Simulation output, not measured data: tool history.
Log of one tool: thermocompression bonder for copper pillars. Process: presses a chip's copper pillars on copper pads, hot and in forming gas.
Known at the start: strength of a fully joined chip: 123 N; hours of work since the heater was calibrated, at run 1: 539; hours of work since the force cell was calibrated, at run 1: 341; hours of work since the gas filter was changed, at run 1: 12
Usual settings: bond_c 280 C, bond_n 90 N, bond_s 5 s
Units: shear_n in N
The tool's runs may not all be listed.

run   hour  bond_c  bond_n  bond_s  hours of work since the heater was calibrated  hours of work since the force cell was calibrated  hours of work since the gas filter was changed  shear_n
  1      0     280      90       5                                            539                                                341                                              12     85.2
  2    9.7     286      90       5                                            546                                                349                                              19     88.3
  3   19.2     280      90       3                                            553                                                356                                              26     73.4
  4   31.4     280      90       3                                            562                                                365                                              36     73.2
      40.8  -- heater calibrated with a thermocouple chip
  5   43.1     252      90       5                                              2                                                372                                              43     65.8
  6   53.1     252      90       5                                              9                                                380                                              50     65.8
  7   61.6     280      90      10                                             16                                                386                                              57     97.1
  8   70.7     280      90      10                                             22                                                393                                              63     98.1
  9   83.6     280      90      10                                             32                                                402                                              73     97.8
 10     98     280      90       5                                             43                                                413                                              84     82.8
 11  107.2     280      90       5                                             50                                                420                                              91     82.7
 12    115     280      84       5                                             55                                                426                                              97     78.9
     120.8  -- gauge calibrated
 13  123.3     280      84       5                                             62                                                432                                             103     80.5
 14  133.3     280      73       5                                             69                                                440                                             110     72.3
 15  141.3     280      73       5                                             75                                                445                                             116     72.1
     144.6  -- forming gas filter changed
 16  154.5     280      73       5                                             84                                                455                                               7     71.9
 17  163.8     280      73       5                                             91                                                462                                              14     71.8
 18  177.7     280      75       5                                            102                                                472                                              25     72.8
 19  188.9     280      90       5                                            110                                                481                                              33     83.2
 20  203.4     280      90       6                                            121                                                491                                              44     87.3
 21  213.8     263      90       5                                            129                                                499                                              52     71.8
 22  219.9     309      82       7                                            133                                                504                                              56    100.4
 23  234.4     280      61       5                                            144                                                515                                              67     61.9
 24    245     291      60       8                                            152                                                523                                              75     76.9
 25  251.7     292      90      10                                            157                                                528                                              80    102.6
 26  259.8     277     110      10                                            163                                                534                                              86    103.7
 27  271.3     265     110       3                                            172                                                542                                              95     73.3
 28  279.4     306      94       7                                            178                                                548                                             101    103.3

The next listed run, before its measurement:
 29   288     273      94       7                                            184                                                555                                             107        ?

Run 29 gave shear_n 87 N.
Without the tool's hidden state the same run would have given shear_n 90.2 N.
